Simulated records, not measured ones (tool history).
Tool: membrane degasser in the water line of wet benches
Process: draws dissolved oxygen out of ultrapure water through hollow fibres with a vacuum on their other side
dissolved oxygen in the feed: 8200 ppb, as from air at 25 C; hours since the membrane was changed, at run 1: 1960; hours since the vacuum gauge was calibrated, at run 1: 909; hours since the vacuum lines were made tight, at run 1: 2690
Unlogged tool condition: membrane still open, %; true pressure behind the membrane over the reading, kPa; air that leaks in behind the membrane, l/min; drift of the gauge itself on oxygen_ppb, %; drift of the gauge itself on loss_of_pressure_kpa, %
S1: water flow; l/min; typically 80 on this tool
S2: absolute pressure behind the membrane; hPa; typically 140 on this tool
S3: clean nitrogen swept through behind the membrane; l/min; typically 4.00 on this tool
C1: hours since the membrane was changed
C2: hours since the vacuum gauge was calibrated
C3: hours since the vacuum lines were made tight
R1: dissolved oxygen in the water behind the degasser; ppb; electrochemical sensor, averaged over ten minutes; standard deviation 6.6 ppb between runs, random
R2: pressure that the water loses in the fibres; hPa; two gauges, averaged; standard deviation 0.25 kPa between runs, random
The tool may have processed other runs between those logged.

run 1 hour=0.0 | S1=80 S2=140 S3=4.00 | C1=1960 C2=909 C3=2690 | R1=659.0 R2=652.8
run 2 hour=37.2 | S1=80 S2=140 S3=4.00 | C1=1997 C2=946 C3=2727 | R1=652.4 R2=649.9
run 3 hour=88.2 | S1=80 S2=140 S3=4.00 | C1=2048 C2=997 C3=2778 | R1=651.2 R2=655.4
run 4 hour=145.2 | S1=80 S2=140 S3=4.00 | C1=2105 C2=1054 C3=2835 | R1=654.7 R2=653.2
run 5 hour=219.2 | S1=80 S2=134 S3=4.00 | C1=2179 C2=1128 C3=2909 | R1=636.2 R2=653.9
run 6 hour=262.7 | S1=80 S2=134 S3=4.00 | C1=2222 C2=1171 C3=2953 | R1=632.7 R2=653.2
run 7 hour=313.4 | S1=57 S2=140 S3=4.00 | C1=2273 C2=1222 C3=3003 | R1=408.0 R2=465.7
run 8 hour=352.1 | S1=104 S2=140 S3=4.00 | C1=2312 C2=1261 C3=3042 | R1=967.1 R2=848.4
run 9 hour=388.0 | S1=104 S2=140 S3=4.00 | C1=2347 C2=1297 C3=3078 | R1=966.9 R2=845.8
run 10 hour=450.4 | S1=104 S2=140 S3=4.00 | C1=2410 C2=1359 C3=3140 | R1=963.3 R2=845.9
run 11 hour=494.6 | S1=80 S2=140 S3=4.00 | C1=2454 C2=1403 C3=3185 | R1=646.2 R2=652.2
run 12 hour=558.1 | S1=80 S2=140 S3=11.92 | C1=2518 C2=1467 C3=3248 | R1=392.5 R2=653.2
run 13 hour=594.5 | S1=80 S2=140 S3=11.92 | C1=2554 C2=1503 C3=3285 | R1=391.3 R2=648.2
run 14 hour=631.0 | S1=80 S2=140 S3=11.92 | C1=2591 C2=1540 C3=3321 | R1=380.8 R2=650.0
run 15 hour=704.4 | S1=86 S2=318 S3=4.90 | C1=2664 C2=1613 C3=3394 | R1=1243.3 R2=704.0
run 16 hour=767.0 | S1=113 S2=140 S3=4.79 | C1=2727 C2=1676 C3=3457 | R1=999.5 R2=924.9
run 17 hour=797.4 | S1=113 S2=140 S3=4.79 | C1=2757 C2=1706 C3=3487 | R1=989.0 R2=925.1
run 18 hour=867.1 | S1=68 S2=227 S3=4.11 | C1=2827 C2=1776 C3=3557 | R1=782.9 R2=552.2
run 19 hour=899.9 | S1=80 S2=179 S3=2.97 | C1=2859 C2=1808 C3=3590 | R1=967.0 R2=653.0
run 20 hour=971.4 | S1=120 S2=174 S3=2.94 | C1=2931 C2=1880 C3=3661 | R1=1488.1 R2=976.0
run 21 hour=1038.1 | S1=118 S2=174 S3=1.82 | C1=2998 C2=1947 C3=3728 | R1=1874.3 R2=964.2
run 22 hour=1076.1 | S1=96 S2=106 S3=1.82 | C1=3036 C2=1985 C3=3766 | R1=979.3 R2=782.0
run 23 hour=1147.1 | S1=80 S2=140 S3=6.92 | C1=3107 C2=2056 C3=3837 | R1=486.1 R2=655.6
run 24 hour=1215.1 | S1=80 S2=140 S3=6.92 | C1=3175 C2=2124 C3=3905 | R1=481.5 R2=651.0
run 25 hour=1276.7 | S1=70 S2=102 S3=4.37 | C1=3236 C2=2185 C3=3967 | R1=391.4 R2=570.6
run 26 hour=1311.4 | S1=61 S2=102 S3=4.37 | C1=3271 C2=2220 C3=4001 | R1=308.9 R2=497.6
run 27 hour=1374.6 | S1=69 S2=102 S3=2.32 | C1=3334 C2=2283 C3=4065 | R1=560.5 R2=564.6

What if the next run were any one of these 3? Each begins from the tool's condition after run 27:
run A hour=1415.2 | S1=71 S2=102 S3=2.88 | C1=3375 C2=2324 C3=4105 | R1=? R2=?
run B hour=1415.2 | S1=98 S2=195 S3=4.07 | C1=3375 C2=2324 C3=4105 | R1=? R2=?
run C hour=1415.2 | S1=80 S2=89 S3=2.27 | C1=3375 C2=2324 C3=4105 | R1=? R2=?

run=A R1=508.0 R2=579.4
run=B R1=1097.7 R2=800.7
run=C R1=601.3 R2=654.8
What these runs would have given with no unlogged condition in the tool:
run=A R1=507.7 R2=579.1
run=B R1=1097.3 R2=800.4
run=C R1=601.0 R2=654.6

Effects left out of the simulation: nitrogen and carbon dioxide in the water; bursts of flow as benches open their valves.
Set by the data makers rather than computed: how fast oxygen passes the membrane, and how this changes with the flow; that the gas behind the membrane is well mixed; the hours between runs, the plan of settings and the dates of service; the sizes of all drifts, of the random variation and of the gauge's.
